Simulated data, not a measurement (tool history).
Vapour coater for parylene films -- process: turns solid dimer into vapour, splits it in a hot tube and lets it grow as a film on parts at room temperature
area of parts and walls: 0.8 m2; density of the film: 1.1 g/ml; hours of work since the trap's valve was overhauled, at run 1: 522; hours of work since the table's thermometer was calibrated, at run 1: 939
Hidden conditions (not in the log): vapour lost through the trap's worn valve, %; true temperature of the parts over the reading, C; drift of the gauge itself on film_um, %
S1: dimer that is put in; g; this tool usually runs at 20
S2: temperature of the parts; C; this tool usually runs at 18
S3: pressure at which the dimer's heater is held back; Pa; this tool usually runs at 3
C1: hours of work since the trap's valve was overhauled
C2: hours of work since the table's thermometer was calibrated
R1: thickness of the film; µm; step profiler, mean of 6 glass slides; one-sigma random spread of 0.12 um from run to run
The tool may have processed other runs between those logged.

run    hour  S1  S2     S3   C1    C2     R1
  1       0  20  18      3  522   939  12.89
       77.4  -- trap's valve overhauled
  2    87.4  20  18   4.35    5   977     11
  3   166.1  20  18   4.35   41  1013  10.73
  4   251.1  20  18   4.35   80  1052  10.62
  5     310  20  18   4.35  107  1080  10.62
      332.9  -- trap's valve overhauled, once more
  6   356.1  20  18   7.88   11  1099  11.91
  7   439.2  20  18   7.88   49  1137  11.92
  8     476  20  18   7.88   66  1154  11.72
  9   542.1  20  18      3   96  1184  14.15
 10   593.3  20  16      3  120  1208  15.51
 11   658.6  18  16    7.2  150  1238   11.6
 12   697.2  13  25      3  168  1256   6.61
 13   747.6  13  25      3  191  1279   6.63
 14   806.6  26  17      3  218  1306  18.84
        823  -- table's thermometer calibrated
 15   881.3  26  17      3  252    27  18.41
 16     954  11  19   4.62  285    60   6.55
 17    1011  11  19   4.62  311    86   6.42
 18    1088  20  19  10.89  347   122   9.68
 19  1168.2  21  18   6.06  384   159  12.11
 20  1214.8  33  18   7.75  405   180  17.76

Alternative continuations, all from the tool just after run 20; predict every row:
  A  1250.6   9  18     3  422  197   ?
  B  1250.6   9  20   6.4  422  197   ?
  C  1250.6  10  14  7.75  422  197   ?
  D  1250.6  33  16  7.75  422  197   ?
  E  1250.6  20  18  5.61  422  197   ?

run     R1
  A   5.92
  B   4.59
  C   6.39
  D  19.61
  E  11.39
With no hidden state in the tool, these same runs would have given:
run     R1
  A   6.48
  B   5.03
  C      7
  D  21.45
  E  12.46
